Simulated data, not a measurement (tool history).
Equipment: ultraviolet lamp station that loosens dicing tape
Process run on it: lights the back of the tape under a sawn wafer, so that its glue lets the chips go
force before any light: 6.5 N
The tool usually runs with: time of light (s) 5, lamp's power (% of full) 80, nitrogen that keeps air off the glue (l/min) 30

run,hour,time of light (s),lamp's power (% of full),nitrogen that keeps air off the glue (l/min),force that peels the tape off (N),light that reached the tape (J/m2)
1,0.0,5,80,30,0.473,3780
2,15.8,5,80,30,0.473,3710
3,29.9,5,80,28,0.494,3780
4,57.5,5,80,19,0.668,3700
5,84.9,5,72,30,0.571,3350
6,107.2,5,80,24,0.566,3660
7,123.3,5,80,24,0.566,3680
8,143.5,5,80,24,0.569,3640
9,157.2,2,80,24,2.285,1450
10,178.2,2,88,12,2.786,1540
11,202.6,3,78,32,1.239,2120
12,225.7,7,71,32,0.350,4370
13,253.0,5,93,30,0.405,4100
14,270.5,2,64,30,2.606,1110
15,285.9,4,80,13,1.389,2800
16,313.1,2,94,13,2.645,1610
17,327.2,5,93,24,0.503,3960

What if the next run were any one of these 5? Each begins from the tool's condition after run 17:
A,352.2,7,63,30,?,?
B,352.2,7,78,30,?,?
C,352.2,5,65,24,?,?
D,352.2,5,70,28,?,?
E,352.2,5,80,39,?,?

run,force that peels the tape off (N),light that reached the tape (J/m2)
A,0.457,3830
B,0.356,4700
C,0.955,2790
D,0.715,2960
E,0.464,3420
Take away the tool's hidden state, keep each run's random variation, and the runs would have read:
run,force that peels the tape off (N),light that reached the tape (J/m2)
A,0.348,4520
B,0.295,5550
C,0.720,3290
D,0.532,3500
E,0.356,4030

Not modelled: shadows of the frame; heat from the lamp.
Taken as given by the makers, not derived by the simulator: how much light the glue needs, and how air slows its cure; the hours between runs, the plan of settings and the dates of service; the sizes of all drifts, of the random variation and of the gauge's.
